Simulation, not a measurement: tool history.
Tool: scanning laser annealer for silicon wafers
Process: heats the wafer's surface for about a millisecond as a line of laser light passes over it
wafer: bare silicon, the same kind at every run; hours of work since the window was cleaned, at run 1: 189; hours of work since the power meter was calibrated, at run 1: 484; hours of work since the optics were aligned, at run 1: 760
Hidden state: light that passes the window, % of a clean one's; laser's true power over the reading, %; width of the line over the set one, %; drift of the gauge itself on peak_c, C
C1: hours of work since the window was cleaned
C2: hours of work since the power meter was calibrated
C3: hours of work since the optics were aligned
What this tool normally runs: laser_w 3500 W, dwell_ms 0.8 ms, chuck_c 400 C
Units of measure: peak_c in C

{"run": 1, "hour": 0.0, "laser_w": 3500, "dwell_ms": 0.8, "chuck_c": 400, "C1": 189, "C2": 484, "C3": 760, "peak_c": 1168}
{"run": 2, "hour": 26.5, "laser_w": 3500, "dwell_ms": 0.611, "chuck_c": 400, "C1": 201, "C2": 496, "C3": 772, "peak_c": 1077}
{"run": 3, "hour": 43.5, "laser_w": 3500, "dwell_ms": 0.611, "chuck_c": 400, "C1": 209, "C2": 504, "C3": 780, "peak_c": 1082}
{"run": 4, "hour": 63.8, "laser_w": 3500, "dwell_ms": 0.611, "chuck_c": 366, "C1": 219, "C2": 514, "C3": 790, "peak_c": 1045}
{"hour": 87.0, "done": "optics aligned, line set to its width"}
{"run": 5, "hour": 88.9, "laser_w": 3500, "dwell_ms": 0.611, "chuck_c": 366, "C1": 228, "C2": 523, "C3": 1, "peak_c": 1063}
{"run": 6, "hour": 124.0, "laser_w": 3500, "dwell_ms": 0.611, "chuck_c": 366, "C1": 245, "C2": 540, "C3": 17, "peak_c": 1059}
{"run": 7, "hour": 159.4, "laser_w": 3562, "dwell_ms": 0.611, "chuck_c": 366, "C1": 261, "C2": 556, "C3": 34, "peak_c": 1073}
{"run": 8, "hour": 190.5, "laser_w": 3562, "dwell_ms": 0.611, "chuck_c": 366, "C1": 276, "C2": 571, "C3": 49, "peak_c": 1073}
{"run": 9, "hour": 207.5, "laser_w": 3500, "dwell_ms": 0.94, "chuck_c": 400, "C1": 284, "C2": 579, "C3": 57, "peak_c": 1240}
{"run": 10, "hour": 232.2, "laser_w": 3500, "dwell_ms": 0.94, "chuck_c": 400, "C1": 295, "C2": 591, "C3": 68, "peak_c": 1241}
{"run": 11, "hour": 251.9, "laser_w": 3500, "dwell_ms": 0.94, "chuck_c": 400, "C1": 305, "C2": 600, "C3": 78, "peak_c": 1235}
{"run": 12, "hour": 271.8, "laser_w": 3500, "dwell_ms": 0.94, "chuck_c": 400, "C1": 314, "C2": 609, "C3": 87, "peak_c": 1236}
{"run": 13, "hour": 302.9, "laser_w": 3500, "dwell_ms": 0.907, "chuck_c": 400, "C1": 329, "C2": 624, "C3": 102, "peak_c": 1222}
{"run": 14, "hour": 330.3, "laser_w": 3500, "dwell_ms": 0.907, "chuck_c": 400, "C1": 342, "C2": 637, "C3": 115, "peak_c": 1220}
{"run": 15, "hour": 363.9, "laser_w": 3500, "dwell_ms": 0.8, "chuck_c": 373, "C1": 357, "C2": 653, "C3": 130, "peak_c": 1148}
{"run": 16, "hour": 389.7, "laser_w": 3500, "dwell_ms": 0.8, "chuck_c": 373, "C1": 370, "C2": 665, "C3": 143, "peak_c": 1149}
{"run": 17, "hour": 414.9, "laser_w": 3500, "dwell_ms": 0.8, "chuck_c": 400, "C1": 381, "C2": 677, "C3": 154, "peak_c": 1176}
{"run": 18, "hour": 431.4, "laser_w": 3780, "dwell_ms": 0.8, "chuck_c": 400, "C1": 389, "C2": 684, "C3": 162, "peak_c": 1238}
{"run": 19, "hour": 464.3, "laser_w": 3780, "dwell_ms": 0.8, "chuck_c": 400, "C1": 405, "C2": 700, "C3": 178, "peak_c": 1235}
{"run": 20, "hour": 491.5, "laser_w": 3465, "dwell_ms": 0.8, "chuck_c": 400, "C1": 418, "C2": 713, "C3": 190, "peak_c": 1159}
{"run": 21, "hour": 510.1, "laser_w": 3465, "dwell_ms": 0.8, "chuck_c": 400, "C1": 426, "C2": 721, "C3": 199, "peak_c": 1162}
{"run": 22, "hour": 534.1, "laser_w": 3187, "dwell_ms": 0.676, "chuck_c": 403, "C1": 438, "C2": 733, "C3": 210, "peak_c": 1052}
{"run": 23, "hour": 549.8, "laser_w": 3187, "dwell_ms": 0.731, "chuck_c": 394, "C1": 445, "C2": 740, "C3": 218, "peak_c": 1061}
{"run": 24, "hour": 570.1, "laser_w": 3553, "dwell_ms": 0.731, "chuck_c": 394, "C1": 455, "C2": 750, "C3": 227, "peak_c": 1142}
{"run": 25, "hour": 606.0, "laser_w": 3500, "dwell_ms": 0.8, "chuck_c": 382, "C1": 471, "C2": 767, "C3": 244, "peak_c": 1149}
{"run": 26, "hour": 621.6, "laser_w": 3446, "dwell_ms": 0.585, "chuck_c": 388, "C1": 479, "C2": 774, "C3": 252, "peak_c": 1043}
{"run": 27, "hour": 650.8, "laser_w": 3124, "dwell_ms": 0.801, "chuck_c": 436, "C1": 493, "C2": 788, "C3": 265, "peak_c": 1114}
{"hour": 666.7, "done": "window over the wafer cleaned"}
{"run": 28, "hour": 676.6, "laser_w": 3431, "dwell_ms": 0.786, "chuck_c": 392, "C1": 5, "C2": 799, "C3": 277, "peak_c": 1163}
{"run": 29, "hour": 707.7, "laser_w": 3159, "dwell_ms": 0.624, "chuck_c": 397, "C1": 19, "C2": 813, "C3": 291, "peak_c": 1031}
{"run": 30, "hour": 728.2, "laser_w": 3159, "dwell_ms": 0.624, "chuck_c": 397, "C1": 29, "C2": 823, "C3": 301, "peak_c": 1032}
{"run": 31, "hour": 746.3, "laser_w": 3159, "dwell_ms": 0.624, "chuck_c": 397, "C1": 37, "C2": 832, "C3": 309, "peak_c": 1031}
{"run": 32, "hour": 770.5, "laser_w": 3159, "dwell_ms": 0.624, "chuck_c": 397, "C1": 49, "C2": 843, "C3": 321, "peak_c": 1027}
{"run": 33, "hour": 802.1, "laser_w": 3525, "dwell_ms": 0.624, "chuck_c": 397, "C1": 64, "C2": 858, "C3": 336, "peak_c": 1106}
{"run": 34, "hour": 835.7, "laser_w": 3525, "dwell_ms": 0.624, "chuck_c": 397, "C1": 80, "C2": 874, "C3": 352, "peak_c": 1102}
{"run": 35, "hour": 864.5, "laser_w": 3334, "dwell_ms": 0.624, "chuck_c": 383, "C1": 93, "C2": 887, "C3": 365, "peak_c": 1049}
{"run": 36, "hour": 894.3, "laser_w": 3334, "dwell_ms": 0.624, "chuck_c": 383, "C1": 107, "C2": 901, "C3": 379, "peak_c": 1050}
{"run": 37, "hour": 919.3, "laser_w": 3574, "dwell_ms": 0.81, "chuck_c": 368, "C1": 119, "C2": 913, "C3": 391, "peak_c": 1171}
{"run": 38, "hour": 946.6, "laser_w": 3500, "dwell_ms": 0.883, "chuck_c": 404, "C1": 132, "C2": 926, "C3": 404, "peak_c": 1222}
{"run": 39, "hour": 978.2, "laser_w": 3500, "dwell_ms": 0.684, "chuck_c": 404, "C1": 147, "C2": 941, "C3": 419, "peak_c": 1132}
{"run": 40, "hour": 1003.0, "laser_w": 3500, "dwell_ms": 0.684, "chuck_c": 404, "C1": 158, "C2": 952, "C3": 430, "peak_c": 1132}

Branching from run 40: 5 alternative next runs. What would each branch give?
{"run": "A", "hour": 1020.7, "laser_w": 3500, "dwell_ms": 0.634, "chuck_c": 400, "C1": 167, "C2": 961, "C3": 439, "peak_c": "?"}
{"run": "B", "hour": 1020.7, "laser_w": 3500, "dwell_ms": 0.8, "chuck_c": 374, "C1": 167, "C2": 961, "C3": 439, "peak_c": "?"}
{"run": "C", "hour": 1020.7, "laser_w": 3819, "dwell_ms": 0.684, "chuck_c": 404, "C1": 167, "C2": 961, "C3": 439, "peak_c": "?"}
{"run": "D", "hour": 1020.7, "laser_w": 3348, "dwell_ms": 0.622, "chuck_c": 400, "C1": 167, "C2": 961, "C3": 439, "peak_c": "?"}
{"run": "E", "hour": 1020.7, "laser_w": 3500, "dwell_ms": 0.762, "chuck_c": 435, "C1": 167, "C2": 961, "C3": 439, "peak_c": "?"}

run=A peak_c=1104
run=B peak_c=1155
run=C peak_c=1205
run=D peak_c=1064
run=E peak_c=1200
Without the tool's hidden state the same runs would have given:
run=A peak_c=1120
run=B peak_c=1173
run=C peak_c=1223
run=D peak_c=1079
run=E peak_c=1218

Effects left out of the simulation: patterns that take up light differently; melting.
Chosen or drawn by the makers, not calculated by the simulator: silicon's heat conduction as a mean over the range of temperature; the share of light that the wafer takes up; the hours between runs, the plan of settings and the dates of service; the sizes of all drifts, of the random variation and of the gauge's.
